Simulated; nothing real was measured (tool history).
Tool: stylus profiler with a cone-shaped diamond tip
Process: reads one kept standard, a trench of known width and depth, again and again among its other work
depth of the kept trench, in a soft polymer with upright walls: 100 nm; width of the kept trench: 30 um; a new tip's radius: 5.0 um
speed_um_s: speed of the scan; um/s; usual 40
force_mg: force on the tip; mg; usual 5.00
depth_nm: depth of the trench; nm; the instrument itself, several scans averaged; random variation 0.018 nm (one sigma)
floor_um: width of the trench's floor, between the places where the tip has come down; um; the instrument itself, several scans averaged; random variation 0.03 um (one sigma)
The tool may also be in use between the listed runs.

run,hour,speed_um_s,force_mg,depth_nm,floor_um
1,0.0,40,5.00,101.71,27.92
2,26.3,40,5.00,101.69,27.87
3,43.7,40,3.87,101.45,27.90
4,67.9,40,3.87,101.41,27.89
5,93.9,12,5.00,101.73,27.94
6,110.7,12,5.00,101.70,27.93
7,137.8,12,3.23,101.27,27.96
8,152.8,12,3.23,101.29,27.96
9,176.5,12,3.23,101.27,27.97
10,211.0,40,5.00,101.70,27.92
11,240.0,40,5.00,101.72,27.88
12,260.9,19,5.00,101.74,27.92
13,293.0,21,5.00,101.67,27.99
14,310.5,21,5.00,101.73,27.96
15,341.1,21,5.00,101.70,27.95
16,357.7,17,11.39,102.94,27.98
17,379.4,17,11.39,102.98,27.93
18,405.8,17,11.39,102.96,28.00
19,422.1,37,14.63,103.49,27.99
20,439.7,80,6.05,101.95,27.74
21,454.6,11,13.45,103.31,27.97
22,485.5,142,3.61,101.37,27.51
23,500.1,38,3.03,101.19,27.86
24,515.2,38,3.03,101.20,27.91
25,530.3,38,3.03,101.23,27.90
26,551.0,37,9.44,102.62,27.91
27,585.0,40,3.88,101.42,27.88
28,613.1,44,3.27,101.30,27.87
29,627.7,44,3.33,101.32,27.83

Forecast each of these 4 alternatives for the next run:
A,662.0,29,11.24,?,?
B,662.0,40,10.86,?,?
C,662.0,16,4.66,?,?
D,662.0,150,1.78,?,?

run,depth_nm,floor_um
A,102.97,27.97
B,102.88,27.94
C,101.61,27.98
D,100.85,27.31
Without the tool's hidden state the same runs would have given:
run,depth_nm,floor_um
A,102.97,27.97
B,102.88,27.95
C,101.60,27.99
D,100.85,27.32

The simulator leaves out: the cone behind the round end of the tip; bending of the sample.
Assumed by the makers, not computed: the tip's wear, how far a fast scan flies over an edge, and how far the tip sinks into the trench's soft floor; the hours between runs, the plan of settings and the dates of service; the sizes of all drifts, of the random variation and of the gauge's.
